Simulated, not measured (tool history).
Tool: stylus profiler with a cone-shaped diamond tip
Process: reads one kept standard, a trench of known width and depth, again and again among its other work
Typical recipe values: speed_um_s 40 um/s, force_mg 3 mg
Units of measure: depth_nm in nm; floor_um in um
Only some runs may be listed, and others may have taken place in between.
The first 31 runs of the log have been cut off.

run,day,speed_um_s,force_mg,scans with this tip,hours of work since the height scale was calibrated,depth_nm,floor_um
32,76.496,136,7.82,28067,1162,207.48,46.85
33,78.783,136,7.82,28419,1197,207.4,46.84
34,80.65,136,6.57,28706,1225,206.72,46.79
35,83.2,136,6.57,29097,1264,206.65,46.78
36,85.967,97,3,29522,1306,204.34,46.69
37,88.938,97,3,29978,1351,204.39,46.69
38,90.779,97,3,30260,1379,204.41,46.71
39,92.229,49,3,30483,1401,204.47,46.83
40,94.533,15,8.04,30837,1436,207.64,46.85
41,96.5,15,8.04,31138,1466,207.67,46.86
42,98.275,15,8.04,31411,1493,207.62,46.84
43,100.104,118,5.5,31692,1520,206.22,46.68
44,103.488,14,2.22,32211,1572,204.01,46.82
# day 105.075: height scale calibrated on a step standard
45,105.35,51,3.86,32494,4,203.86,46.78
46,106.917,12,1.08,32735,28,201.59,46.79

Below are 4 alternative next runs, each starting from the tool's condition after run 46. Predict each:
# day 109.154: new tip fitted, height scale calibrated
A,109.171,40,1.88,3,0,?,?
# day 109.154: new tip fitted, height scale calibrated
B,109.171,40,5.36,3,0,?,?
# day 109.154: new tip fitted, height scale calibrated
C,109.171,44,1.16,3,0,?,?
# day 109.154: new tip fitted, height scale calibrated
D,109.171,34,5.24,3,0,?,?

run,depth_nm,floor_um
A,202.45,48.22
B,204.87,48.25
C,201.61,48.09
D,204.9,48.21
What these runs would have given with no unlogged condition in the tool:
run,depth_nm,floor_um
A,202.48,48.23
B,204.9,48.25
C,201.64,48.1
D,204.93,48.22

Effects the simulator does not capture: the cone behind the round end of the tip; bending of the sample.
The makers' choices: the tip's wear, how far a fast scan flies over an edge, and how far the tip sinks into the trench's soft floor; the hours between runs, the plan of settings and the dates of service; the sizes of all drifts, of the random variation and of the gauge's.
